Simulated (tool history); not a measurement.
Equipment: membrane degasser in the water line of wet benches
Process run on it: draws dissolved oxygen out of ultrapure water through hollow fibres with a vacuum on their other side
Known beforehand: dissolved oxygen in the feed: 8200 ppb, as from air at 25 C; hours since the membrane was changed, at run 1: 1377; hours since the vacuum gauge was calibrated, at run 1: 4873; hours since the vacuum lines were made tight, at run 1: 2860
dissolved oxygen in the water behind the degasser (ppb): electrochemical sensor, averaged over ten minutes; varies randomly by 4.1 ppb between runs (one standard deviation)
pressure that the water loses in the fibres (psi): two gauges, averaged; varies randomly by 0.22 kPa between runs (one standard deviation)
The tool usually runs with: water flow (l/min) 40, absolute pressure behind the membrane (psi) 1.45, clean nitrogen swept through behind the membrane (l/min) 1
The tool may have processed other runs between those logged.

run	hour	water flow (l/min)	absolute pressure behind the membrane (psi)	clean nitrogen swept through behind the membrane (l/min)	hours since the membrane was changed	hours since the vacuum gauge was calibrated	hours since the vacuum lines were made tight	dissolved oxygen in the water behind the degasser (ppb)	pressure that the water loses in the fibres (psi)
1	0	40	1.45	1	1377	4873	2860	621.1	8.151
2	40.2	29	1.45	1	1418	4914	2900	436.7	5.915
3	89.7	40	1.45	1	1467	4963	2949	621.2	8.225
4	117.7	40	1.45	1	1495	4991	2977	623	8.17
5	151.8	40	1.45	1	1529	5025	3012	612.9	8.203
6	191.3	40	0.9	1	1569	5065	3051	344.2	8.169
7	236.6	40	0.9	1	1614	5110	3096	349.4	8.198
8	266.2	40	1.45	1	1644	5140	3126	611.7	8.198
9	308.3	40	1.65	1	1686	5182	3168	723.1	8.158
10	349.6	40	1.45	1.59	1727	5223	3209	460.1	8.219
11	382.6	40	1.45	1.59	1760	5256	3242	462.7	8.273
12	409.6	40	1.45	1	1787	5283	3269	622.5	8.206
13	440.8	40	1.45	2.12	1818	5314	3301	387.9	8.219
14	470.3	40	1.45	2.12	1848	5344	3330	384.1	8.193
15	520.6	40	2.26	1.24	1898	5394	3380	864.8	8.16
16	563.5	40	2.26	1.24	1941	5437	3423	875.4	8.2
17	587.4	28	3.54	0.44	1965	5461	3447	2010.4	5.712
18	608.7	28	3.54	0.44	1986	5482	3468	1982.6	5.738
19	634.5	58	1.51	1.07	2012	5508	3494	990.5	11.845
20	683.8	62	3.6	1.07	2061	5557	3544	2178.5	12.72
21	712.7	62	3.6	1.07	2090	5586	3573	2176.8	12.733
22	756.1	62	3.6	1.07	2133	5630	3616	2140.9	12.727
23	790	54	1.45	2	2167	5664	3650	644.5	11.013

Each row is a separate what-if for the run after 23, all from the same tool condition, not one after another. Results?
A	816.9	25	0.96	0.59	2194	5690	3677	?	?
B	816.9	29	1.67	1	2194	5690	3677	?	?
C	816.9	40	1.45	0.75	2194	5690	3677	?	?
D	816.9	55	1.45	1	2194	5690	3677	?	?

run	dissolved oxygen in the water behind the degasser (ppb)	pressure that the water loses in the fibres (psi)
A	303.8	5.156
B	523.5	5.958
C	753.3	8.193
D	916.2	11.274
Without the tool's hidden state the same runs would have given:
run	dissolved oxygen in the water behind the degasser (ppb)	pressure that the water loses in the fibres (psi)
A	287.5	5.095
B	508.3	5.889
C	732.9	8.096
D	891	11.142

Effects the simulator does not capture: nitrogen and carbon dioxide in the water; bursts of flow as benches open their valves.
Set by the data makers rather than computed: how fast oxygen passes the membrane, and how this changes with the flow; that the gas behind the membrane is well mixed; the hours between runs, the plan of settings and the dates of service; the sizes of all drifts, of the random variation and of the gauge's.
